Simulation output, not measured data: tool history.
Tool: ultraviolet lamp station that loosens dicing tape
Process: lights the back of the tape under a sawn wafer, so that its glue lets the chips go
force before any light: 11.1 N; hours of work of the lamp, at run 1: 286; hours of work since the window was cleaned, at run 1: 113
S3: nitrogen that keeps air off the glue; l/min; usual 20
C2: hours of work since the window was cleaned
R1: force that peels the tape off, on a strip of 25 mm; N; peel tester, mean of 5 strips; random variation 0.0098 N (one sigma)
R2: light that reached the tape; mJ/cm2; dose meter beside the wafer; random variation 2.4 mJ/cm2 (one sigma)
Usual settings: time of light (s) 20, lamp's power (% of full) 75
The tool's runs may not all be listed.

run 1 hour=0 | time_of_light_(s)=20 lamp's_power_(%_of_full)=75 S3=20 | hours_of_work_of_the_lamp=286 C2=113 | R1=0.486 R2=248
run 2 hour=50.8 | time_of_light_(s)=20 lamp's_power_(%_of_full)=75 S3=20 | hours_of_work_of_the_lamp=319 C2=146 | R1=0.494 R2=251
run 3 hour=86 | time_of_light_(s)=20 lamp's_power_(%_of_full)=75 S3=20 | hours_of_work_of_the_lamp=342 C2=169 | R1=0.499 R2=245
run 4 hour=127.6 | time_of_light_(s)=20 lamp's_power_(%_of_full)=75 S3=20 | hours_of_work_of_the_lamp=368 C2=195 | R1=0.522 R2=240
run 5 hour=184.2 | time_of_light_(s)=38 lamp's_power_(%_of_full)=75 S3=20 | hours_of_work_of_the_lamp=405 C2=232 | R1=0.234 R2=450
run 6 hour=242 | time_of_light_(s)=38 lamp's_power_(%_of_full)=75 S3=20 | hours_of_work_of_the_lamp=442 C2=269 | R1=0.242 R2=444
run 7 hour=299.6 | time_of_light_(s)=38 lamp's_power_(%_of_full)=75 S3=20 | hours_of_work_of_the_lamp=479 C2=306 | R1=0.245 R2=447
run 8 hour=336.6 | time_of_light_(s)=38 lamp's_power_(%_of_full)=75 S3=20 | hours_of_work_of_the_lamp=503 C2=330 | R1=0.25 R2=433
run 9 hour=370.8 | time_of_light_(s)=38 lamp's_power_(%_of_full)=75 S3=20 | hours_of_work_of_the_lamp=525 C2=352 | R1=0.242 R2=435
run 10 hour=421.4 | time_of_light_(s)=38 lamp's_power_(%_of_full)=75 S3=20 | hours_of_work_of_the_lamp=558 C2=385 | R1=0.253 R2=426
run 11 hour=478.1 | time_of_light_(s)=38 lamp's_power_(%_of_full)=75 S3=20 | hours_of_work_of_the_lamp=594 C2=421 | R1=0.253 R2=424
run 12 hour=535.9 | time_of_light_(s)=38 lamp's_power_(%_of_full)=75 S3=20 | hours_of_work_of_the_lamp=632 C2=459 | R1=0.249 R2=416
-- hour=594.5 window cleaned of glue's vapour
run 13 hour=598.4 | time_of_light_(s)=38 lamp's_power_(%_of_full)=75 S3=20 | hours_of_work_of_the_lamp=672 C2=3 | R1=0.253 R2=440
run 14 hour=624.1 | time_of_light_(s)=20 lamp's_power_(%_of_full)=75 S3=10 | hours_of_work_of_the_lamp=688 C2=19 | R1=0.913 R2=228
run 15 hour=676.3 | time_of_light_(s)=20 lamp's_power_(%_of_full)=62 S3=14 | hours_of_work_of_the_lamp=722 C2=53 | R1=1.164 R2=186
run 16 hour=736.1 | time_of_light_(s)=24 lamp's_power_(%_of_full)=73 S3=14 | hours_of_work_of_the_lamp=760 C2=91 | R1=0.596 R2=263
run 17 hour=775.1 | time_of_light_(s)=20 lamp's_power_(%_of_full)=70 S3=20 | hours_of_work_of_the_lamp=785 C2=116 | R1=0.762 R2=202
run 18 hour=814 | time_of_light_(s)=34 lamp's_power_(%_of_full)=75 S3=20 | hours_of_work_of_the_lamp=811 C2=141 | R1=0.282 R2=370
run 19 hour=871.6 | time_of_light_(s)=34 lamp's_power_(%_of_full)=75 S3=20 | hours_of_work_of_the_lamp=848 C2=179 | R1=0.281 R2=367
run 20 hour=910.1 | time_of_light_(s)=34 lamp's_power_(%_of_full)=75 S3=20 | hours_of_work_of_the_lamp=873 C2=203 | R1=0.28 R2=362
run 21 hour=947.5 | time_of_light_(s)=28 lamp's_power_(%_of_full)=63 S3=20 | hours_of_work_of_the_lamp=897 C2=227 | R1=0.492 R2=253
run 22 hour=974.3 | time_of_light_(s)=10 lamp's_power_(%_of_full)=78 S3=19 | hours_of_work_of_the_lamp=914 C2=245 | R1=2.563 R2=107
run 23 hour=1000.5 | time_of_light_(s)=15 lamp's_power_(%_of_full)=71 S3=26 | hours_of_work_of_the_lamp=931 C2=262 | R1=1.311 R2=147
-- hour=1022.7 lamp changed
run 24 hour=1038.9 | time_of_light_(s)=12 lamp's_power_(%_of_full)=71 S3=26 | hours_of_work_of_the_lamp=10 C2=286 | R1=1.291 R2=149
run 25 hour=1093.8 | time_of_light_(s)=40 lamp's_power_(%_of_full)=92 S3=34 | hours_of_work_of_the_lamp=46 C2=321 | R1=0.234 R2=638
run 26 hour=1123.8 | time_of_light_(s)=22 lamp's_power_(%_of_full)=67 S3=27 | hours_of_work_of_the_lamp=65 C2=341 | R1=0.418 R2=248

Hidden state at the last listed run before each entry between runs and at the first one after, where it differs:
Between runs 12 and 13: window cleaned of glue's vapour (hour 594.5)
  lamp's light, % of a new lamp's: 85 -> 84.1; light that the window lets through, % of a clean one's: 94.9 -> 99.5
  measured less the result without the state, R1: +0.018 -> +0.013 N; R2: -100 -> -86 mJ/cm2
Between runs 23 and 24: lamp changed (hour 1022.7)
  lamp's light, % of a new lamp's: 78.3 -> 99.5; light that the window lets through, % of a clean one's: 97.1 -> 96.8
  measured less the result without the state, R1: +0.562 -> +0.091 N; R2: -46 -> -6 mJ/cm2
